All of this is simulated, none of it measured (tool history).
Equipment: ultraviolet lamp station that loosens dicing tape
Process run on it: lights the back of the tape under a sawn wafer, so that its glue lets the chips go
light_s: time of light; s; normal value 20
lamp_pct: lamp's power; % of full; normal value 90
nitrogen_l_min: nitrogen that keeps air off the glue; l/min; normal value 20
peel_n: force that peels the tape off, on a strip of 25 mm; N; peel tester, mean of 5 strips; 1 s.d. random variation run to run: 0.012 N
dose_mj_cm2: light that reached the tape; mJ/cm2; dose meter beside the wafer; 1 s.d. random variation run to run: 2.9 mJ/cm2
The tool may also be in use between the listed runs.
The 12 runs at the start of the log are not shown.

run	hour	light_s	lamp_pct	nitrogen_l_min	hours of work of the lamp	hours of work since the window was cleaned	peel_n	dose_mj_cm2
13	692.8	20	90	20	1857	146	1.361	267
14	752.6	20	90	20	1894	183	1.492	262
# hour 826.9: lamp changed
15	832.5	20	90	20	3	231	0.704	377
16	922.1	20	90	20	59	287	0.752	368
17	976.7	20	90	20	93	321	0.778	357
18	1022.0	20	90	20	120	348	0.835	354
19	1081.2	20	90	20	157	385	0.853	343
20	1145.2	34	88	16	197	425	0.317	562
# hour 1150.5: window cleaned of glue's vapour
21	1209.2	10	85	12	236	36	3.169	186
22	1251.4	13	82	12	262	62	2.429	226
23	1295.8	28	82	13	289	90	0.611	479
24	1351.7	28	82	13	324	124	0.611	468
25	1402.5	28	71	7	355	156	1.478	403
26	1490.3	29	89	16	409	210	0.423	506
27	1529.1	29	89	19	433	234	0.355	504
28	1581.8	28	98	20	466	266	0.302	520
29	1651.9	21	91	20	509	310	0.788	355
30	1727.5	21	91	20	556	356	0.868	351
31	1797.2	21	91	20	599	399	0.852	339
32	1841.9	21	91	20	626	427	0.938	332
# hour 1847.6: window cleaned of glue's vapour
33	1931.7	12	91	8	681	52	3.050	220
34	2006.7	12	90	20	728	98	2.063	206

Branching from run 34: 5 alternative next runs. What would each branch give?
A	2070.2	25	73	14	767	137	?	?
B	2070.2	22	90	20	767	137	?	?
C	2070.2	11	93	20	767	137	?	?
D	2070.2	35	95	16	767	137	?	?
E	2070.2	30	90	34	767	137	?	?

run	peel_n	dose_mj_cm2
A	1.131	342
B	0.700	374
C	2.179	191
D	0.241	635
E	0.209	518
With no hidden state in the tool, these same runs would have given:
run	peel_n	dose_mj_cm2
A	0.748	416
B	0.435	455
C	1.646	232
D	0.152	772
E	0.140	629
